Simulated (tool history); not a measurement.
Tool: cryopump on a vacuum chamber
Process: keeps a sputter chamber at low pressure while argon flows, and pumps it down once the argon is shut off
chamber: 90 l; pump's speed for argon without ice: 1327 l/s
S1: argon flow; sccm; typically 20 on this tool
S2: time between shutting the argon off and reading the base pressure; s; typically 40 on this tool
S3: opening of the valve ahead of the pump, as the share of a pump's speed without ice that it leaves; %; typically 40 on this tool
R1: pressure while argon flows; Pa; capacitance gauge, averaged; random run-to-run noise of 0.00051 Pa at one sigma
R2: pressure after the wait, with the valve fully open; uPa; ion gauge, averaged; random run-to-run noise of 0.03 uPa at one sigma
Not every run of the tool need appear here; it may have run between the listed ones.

run,hour,S1,S2,S3,R1,R2
1,0,20,40,40,0.0664,2.85
2,39.8,20,40,23,0.1127,2.95
3,68.6,20,40,40,0.0675,2.94
4,111.4,20,40,40,0.0671,3.09
5,139.3,20,40,40,0.0674,2.99
6,194.1,20,40,40,0.067,3.16
7,247.7,20,40,40,0.0674,3.15
8,275.8,20,50,40,0.0678,2.91
9,333.5,20,50,40,0.0682,2.98
10,373.4,33,40,40,0.1128,3.26
11,427,33,40,40,0.1128,3.32
12,471.9,33,40,40,0.114,3.47
13,508.8,20,40,15,0.1757,3.48
# hour 517.7: pump warmed up, emptied and cooled again
14,558.2,20,40,15,0.1706,3.2
15,595.9,20,175,15,0.1704,2.28
16,640,20,175,15,0.1715,2.3
17,698.3,20,40,40,0.0641,3.25
18,740.1,35,41,22,0.2035,3.26
19,766.4,15,41,22,0.0875,3.44
20,797.3,20,180,35,0.0745,2.44
21,841.7,17,49,40,0.0554,3.28
22,901.4,20,249,40,0.066,2.47
23,953.7,20,249,40,0.0653,2.58
24,999.6,20,25,40,0.0662,4.44
25,1028.1,20,25,40,0.0664,4.43
26,1057.3,20,25,40,0.0657,4.54
27,1102.3,20,36,40,0.0662,3.9
28,1130.5,23,59,32,0.0949,3.31
29,1181.6,23,59,32,0.0944,3.55
30,1222.3,23,59,32,0.0947,3.7
31,1248.7,10,79,32,0.0411,3.34
32,1307.2,20,94,53,0.0507,3.29
33,1357.7,40,40,40,0.1347,4.04
34,1384.1,9,40,40,0.0302,4.12

Alternative continuations, all from the tool just after run 34; predict every row:
A,1427.1,15,40,48,?,?
B,1427.1,13,165,40,?,?
C,1427.1,30,34,43,?,?
D,1427.1,11,128,19,?,?

run,R1,R2
A,0.0424,4.18
B,0.0435,3.14
C,0.0937,4.41
D,0.0756,3.33
Had the tool no hidden state, the same runs would have come out as:
run,R1,R2
A,0.0397,1.47
B,0.0411,0.51
C,0.0882,1.72
D,0.0736,0.63
